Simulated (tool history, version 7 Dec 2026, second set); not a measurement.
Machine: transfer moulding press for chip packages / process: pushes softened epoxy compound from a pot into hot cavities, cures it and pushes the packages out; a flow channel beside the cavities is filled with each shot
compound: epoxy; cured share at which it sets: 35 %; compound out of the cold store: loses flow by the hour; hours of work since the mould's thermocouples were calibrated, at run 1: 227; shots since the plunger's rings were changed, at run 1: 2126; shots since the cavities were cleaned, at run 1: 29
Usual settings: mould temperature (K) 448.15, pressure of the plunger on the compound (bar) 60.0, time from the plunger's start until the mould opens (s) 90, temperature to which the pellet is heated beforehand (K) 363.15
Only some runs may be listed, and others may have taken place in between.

run   hour  mould temperature (K)  pressure of the plunger on the compound (bar)  time from the plunger's start until the mould opens (s)  temperature to which the pellet is heated beforehand (K)  hours of work since the mould's thermocouples were calibrated  shots since the plunger's rings were changed  shots since the cavities were cleaned  incoming compound's hours out of the cold store  length that the compound runs in the flow channel (mm)  greatest force on the pins that push the packages out (N)
  1    0.0                 448.15                                           60.0                                                       90                                                    363.15                                                            227                                          2126                                     29                                             40.5                                                     911                                                        278
  2   11.6                 448.15                                           60.0                                                       90                                                    363.15                                                            233                                          2247                                    150                                             13.3                                                     964                                                        310
  3   32.0                 448.15                                           57.2                                                       90                                                    363.15                                                            243                                          2457                                    360                                             29.0                                                     910                                                        357
      46.7  -- cavities cleaned with cleaning compound and waxed
  4   46.8                 448.15                                           57.2                                                       90                                                    363.15                                                            249                                          2594                                      0                                             13.9                                                     933                                                        302
  5   64.9                 448.15                                           60.0                                                       90                                                    363.15                                                            258                                          2781                                    187                                             13.0                                                     947                                                        340
  6   76.9                 448.15                                           60.0                                                       81                                                    363.15                                                            264                                          2905                                    311                                             26.4                                                     923                                                        421
      97.2  -- cavities cleaned with cleaning compound and waxed
  7   98.8                 454.15                                           60.0                                                       90                                                    363.15                                                            274                                          3116                                     17                                             28.6                                                     884                                                        242
  8  112.1                 454.15                                           60.0                                                       90                                                    363.15                                                            280                                          3253                                    154                                             37.8                                                     880                                                        275
  9  129.8                 454.15                                           60.0                                                      102                                                    363.15                                                            289                                          3436                                    337                                             30.0                                                     888                                                        300
     147.7  -- cavities cleaned with cleaning compound and waxed
 10  149.9                 448.15                                           60.0                                                       90                                                    363.15                                                            298                                          3628                                     22                                             10.9                                                     943                                                        282
 11  163.5                 448.15                                           60.0                                                       90                                                    363.15                                                            304                                          3769                                    163                                             30.6                                                     908                                                        335
     178.0  -- plunger's sealing rings changed
 12  179.4                 448.15                                           60.0                                                       90                                                    363.15                                                            311                                            16                                    302                                             24.6                                                     982                                                        356
 13  194.7                 448.15                                           60.0                                                       90                                                    363.15                                                            318                                           173                                    459                                             24.3                                                     966                                                        381
     199.5  -- cavities cleaned with cleaning compound and waxed
 14  210.8                 448.15                                           60.0                                                       90                                                    371.15                                                            325                                           324                                    116                                             12.5                                                     994                                                        314
 15  224.3                 448.15                                           60.0                                                       90                                                    371.15                                                            332                                           463                                    255                                             32.5                                                     947                                                        331
 16  241.4                 445.15                                           67.2                                                       92                                                    361.15                                                            340                                           640                                    432                                             32.1                                                    1020                                                        413
     249.7  -- cavities cleaned with cleaning compound and waxed
 17  254.1                 445.15                                           67.2                                                       92                                                    361.15                                                            346                                           756                                     46                                             24.5                                                    1042                                                        333
 18  271.2                 448.15                                           48.2                                                       93                                                    372.15                                                            354                                           932                                    222                                             27.7                                                     848                                                        325
 19  284.4                 448.15                                           48.2                                                       93                                                    372.15                                                            360                                          1068                                    358                                             17.4                                                     869                                                        344
     299.3  -- cavities cleaned with cleaning compound and waxed
 20  299.8                 443.15                                           48.2                                                       78                                                    356.15                                                            367                                          1212                                      5                                             38.2                                                     865                                                        545
 21  320.4                 443.15                                           45.4                                                      106                                                    363.15                                                            377                                          1425                                    218                                             44.8                                                     809                                                        345
 22  339.9                 442.15                                           59.7                                                      109                                                    366.15                                                            386                                          1626                                    419                                             40.6                                                     941                                                        366
     349.2  -- cavities cleaned with cleaning compound and waxed
 23  351.1                 448.15                                           60.0                                                       90                                                    360.15                                                            391                                          1726                                     19                                             27.4                                                     945                                                        277
 24  370.5                 448.15                                           60.0                                                       90                                                    360.15                                                            401                                          1927                                    220                                              9.2                                                     975                                                        325
 25  380.4                 448.15                                           50.5                                                       99                                                    359.15                                                            405                                          2029                                    322                                             35.1                                                     844                                                        317
 26  393.8                 448.15                                           50.5                                                       99                                                    359.15                                                            412                                          2167                                    460                                             13.1                                                     881                                                        324
     399.3  -- cavities cleaned with cleaning compound and waxed
 27  406.3                 448.15                                           50.6                                                      108                                                    363.15                                                            417                                          2282                                     73                                              9.2                                                     893                                                        274
 28  417.6                 448.15                                           72.1                                                      117                                                    363.15                                                            423                                          2398                                    189                                             22.8                                                    1012                                                        291

Each row is a separate what-if for the run after 28, all from the same tool condition, not one after another. Results?
  A  431.3                 448.15                                           72.1                                                      104                                                    363.15                                                            429                                          2540                                    331                                             13.2                                                       ?                                                          ?
  B  431.3                 442.15                                           60.0                                                       90                                                    361.15                                                            429                                          2540                                    331                                             23.7                                                       ?                                                          ?
  C  431.3                 451.15                                           71.5                                                      117                                                    363.15                                                            429                                          2540                                    331                                             27.8                                                       ?                                                          ?

run  length that the compound runs in the flow channel (mm)  greatest force on the pins that push the packages out (N)
  A                                                    1055                                                        328
  B                                                     966                                                        499
  C                                                     995                                                        293
Take away the tool's hidden state, keep each run's random variation, and the runs would have read:
run  length that the compound runs in the flow channel (mm)  greatest force on the pins that push the packages out (N)
  A                                                    1110                                                        257
  B                                                    1018                                                        410
  C                                                    1047                                                        226

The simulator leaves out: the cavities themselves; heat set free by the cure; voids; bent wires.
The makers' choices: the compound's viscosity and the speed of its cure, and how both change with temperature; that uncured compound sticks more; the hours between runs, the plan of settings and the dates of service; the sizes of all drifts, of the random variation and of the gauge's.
